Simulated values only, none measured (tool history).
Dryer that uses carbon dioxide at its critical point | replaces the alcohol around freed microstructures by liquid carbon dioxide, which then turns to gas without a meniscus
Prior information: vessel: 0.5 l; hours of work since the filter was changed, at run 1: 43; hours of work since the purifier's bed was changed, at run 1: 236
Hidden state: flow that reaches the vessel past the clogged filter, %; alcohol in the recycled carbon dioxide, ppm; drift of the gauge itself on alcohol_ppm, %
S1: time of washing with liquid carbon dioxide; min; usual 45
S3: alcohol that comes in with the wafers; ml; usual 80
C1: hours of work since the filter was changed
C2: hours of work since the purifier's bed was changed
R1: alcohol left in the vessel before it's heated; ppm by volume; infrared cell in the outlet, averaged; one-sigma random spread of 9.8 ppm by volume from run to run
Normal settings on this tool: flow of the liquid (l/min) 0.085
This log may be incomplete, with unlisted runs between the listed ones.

run 1 day=0 | S1=45 flow_of_the_liquid_(l/min)=0.085 S3=80 | C1=43 C2=236 | R1=707
run 2 day=1.55 | S1=45 flow_of_the_liquid_(l/min)=0.085 S3=80 | C1=71 C2=264 | R1=730
run 3 day=3.938 | S1=45 flow_of_the_liquid_(l/min)=0.085 S3=80 | C1=114 C2=307 | R1=766
run 4 day=6.704 | S1=45 flow_of_the_liquid_(l/min)=0.085 S3=80 | C1=164 C2=357 | R1=811
run 5 day=9.696 | S1=45 flow_of_the_liquid_(l/min)=0.085 S3=80 | C1=218 C2=410 | R1=854
run 6 day=11.546 | S1=45 flow_of_the_liquid_(l/min)=0.085 S3=80 | C1=251 C2=444 | R1=894
run 7 day=13.533 | S1=45 flow_of_the_liquid_(l/min)=0.085 S3=80 | C1=287 C2=480 | R1=910
run 8 day=15.071 | S1=45 flow_of_the_liquid_(l/min)=0.085 S3=80 | C1=315 C2=507 | R1=945
run 9 day=18.038 | S1=45 flow_of_the_liquid_(l/min)=0.1234 S3=80 | C1=368 C2=561 | R1=299
-- day=19.5 purifier's bed changed
run 10 day=19.938 | S1=45 flow_of_the_liquid_(l/min)=0.085 S3=42 | C1=400 C2=8 | R1=438
run 11 day=21.517 | S1=45 flow_of_the_liquid_(l/min)=0.085 S3=42 | C1=429 C2=36 | R1=458
run 12 day=22.779 | S1=45 flow_of_the_liquid_(l/min)=0.085 S3=80 | C1=451 C2=59 | R1=909
run 13 day=24.017 | S1=45 flow_of_the_liquid_(l/min)=0.1086 S3=80 | C1=474 C2=81 | R1=260
run 14 day=26.321 | S1=45 flow_of_the_liquid_(l/min)=0.1086 S3=80 | C1=515 C2=123 | R1=286
run 15 day=28.575 | S1=45 flow_of_the_liquid_(l/min)=0.1086 S3=80 | C1=556 C2=163 | R1=315
-- day=31.104 inlet filter changed
run 16 day=31.104 | S1=45 flow_of_the_liquid_(l/min)=0.1086 S3=80 | C1=0 C2=208 | R1=211
run 17 day=32.504 | S1=45 flow_of_the_liquid_(l/min)=0.1086 S3=80 | C1=25 C2=234 | R1=227
run 18 day=34.033 | S1=45 flow_of_the_liquid_(l/min)=0.1086 S3=80 | C1=53 C2=261 | R1=242
run 19 day=37.058 | S1=45 flow_of_the_liquid_(l/min)=0.085 S3=80 | C1=107 C2=316 | R1=740
run 20 day=39.767 | S1=45 flow_of_the_liquid_(l/min)=0.085 S3=29 | C1=156 C2=364 | R1=373
run 21 day=41.508 | S1=45 flow_of_the_liquid_(l/min)=0.085 S3=42 | C1=187 C2=396 | R1=480
run 22 day=44.45 | S1=45 flow_of_the_liquid_(l/min)=0.085 S3=80 | C1=240 C2=449 | R1=868
run 23 day=46.346 | S1=45 flow_of_the_liquid_(l/min)=0.085 S3=28 | C1=275 C2=483 | R1=418
run 24 day=47.929 | S1=35 flow_of_the_liquid_(l/min)=0.0798 S3=48 | C1=303 C2=511 | R1=2100
run 25 day=50.508 | S1=44 flow_of_the_liquid_(l/min)=0.0882 S3=98 | C1=350 C2=558 | R1=1088
run 26 day=51.875 | S1=45 flow_of_the_liquid_(l/min)=0.1293 S3=27 | C1=374 C2=582 | R1=233
-- day=52.221 purifier's bed changed
run 27 day=54.283 | S1=39 flow_of_the_liquid_(l/min)=0.0724 S3=61 | C1=415 C2=37 | R1=2411
run 28 day=55.992 | S1=49 flow_of_the_liquid_(l/min)=0.085 S3=32 | C1=446 C2=68 | R1=251
run 29 day=57.962 | S1=31 flow_of_the_liquid_(l/min)=0.085 S3=80 | C1=482 C2=103 | R1=4400
run 30 day=59.292 | S1=31 flow_of_the_liquid_(l/min)=0.085 S3=80 | C1=506 C2=127 | R1=4573
run 31 day=60.567 | S1=31 flow_of_the_liquid_(l/min)=0.085 S3=80 | C1=528 C2=150 | R1=4679

The next listed run, before its measurement:
run 32 day=61.867 | S1=44 flow_of_the_liquid_(l/min)=0.0772 S3=42 | C1=552 C2=174 | R1=?

R1: 915 ppm by volume
Had the tool carried no hidden state, the very same run would have given R1 541 ppm by volume.
